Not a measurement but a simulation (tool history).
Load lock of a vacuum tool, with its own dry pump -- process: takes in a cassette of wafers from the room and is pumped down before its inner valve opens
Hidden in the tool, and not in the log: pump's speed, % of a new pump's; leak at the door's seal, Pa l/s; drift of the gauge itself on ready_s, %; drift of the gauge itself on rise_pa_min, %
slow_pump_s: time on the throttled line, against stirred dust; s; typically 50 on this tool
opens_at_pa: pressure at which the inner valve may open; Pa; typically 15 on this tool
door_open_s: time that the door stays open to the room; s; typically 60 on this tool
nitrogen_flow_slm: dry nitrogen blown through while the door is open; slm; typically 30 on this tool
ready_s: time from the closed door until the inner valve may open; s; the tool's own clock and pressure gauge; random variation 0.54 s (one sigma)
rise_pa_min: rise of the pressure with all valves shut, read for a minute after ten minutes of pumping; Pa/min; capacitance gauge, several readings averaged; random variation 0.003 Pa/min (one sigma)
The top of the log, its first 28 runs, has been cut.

run,hour,slow_pump_s,opens_at_pa,door_open_s,nitrogen_flow_slm,hours that the pump has run since its overhaul,times that the door has closed on its seal,"incoming humidity of the room's air, %",ready_s,rise_pa_min
29,10381.2,50,20,62,10,7243,68943,41.6,78.6,0.255
30,10832.3,59,15,91,7,7694,69985,45.6,86.7,0.286
31,11321,50,16,88,10,8182,71113,46.5,79.9,0.285
32,11619.8,53,15,60,30,8481,71803,46.1,81.8,0.247
33,12027.1,53,15,60,30,8888,72744,45.3,82.7,0.254
34,12430.2,50,15,32,12,9291,73675,45.6,80.2,0.261
35,12694.3,50,15,231,25,9556,74284,44.1,81.3,0.296
# hour 12739.4: door's seal changed, seat wiped
# hour 13257.9: dry pump taken out, an overhauled one fitted
36,13257.9,50,15,231,25,0,1184,45.9,75,0.079
37,13537,92,12,27,25,279,1828,46.1,113.1,0.03

Forecast each of these 3 alternatives for the next run:
A,14038.6,67,20,60,24,781,2987,47.3,?,?
B,14038.6,44,12,115,10,781,2987,40.1,?,?
C,14038.6,87,15,60,6,781,2987,45.1,?,?

run,ready_s,rise_pa_min
A,89.1,0.048
B,72.1,0.08
C,107.4,0.075
Without the tool's hidden state the same runs would have given:
run,ready_s,rise_pa_min
A,88.3,0.041
B,71.2,0.073
C,106.7,0.068

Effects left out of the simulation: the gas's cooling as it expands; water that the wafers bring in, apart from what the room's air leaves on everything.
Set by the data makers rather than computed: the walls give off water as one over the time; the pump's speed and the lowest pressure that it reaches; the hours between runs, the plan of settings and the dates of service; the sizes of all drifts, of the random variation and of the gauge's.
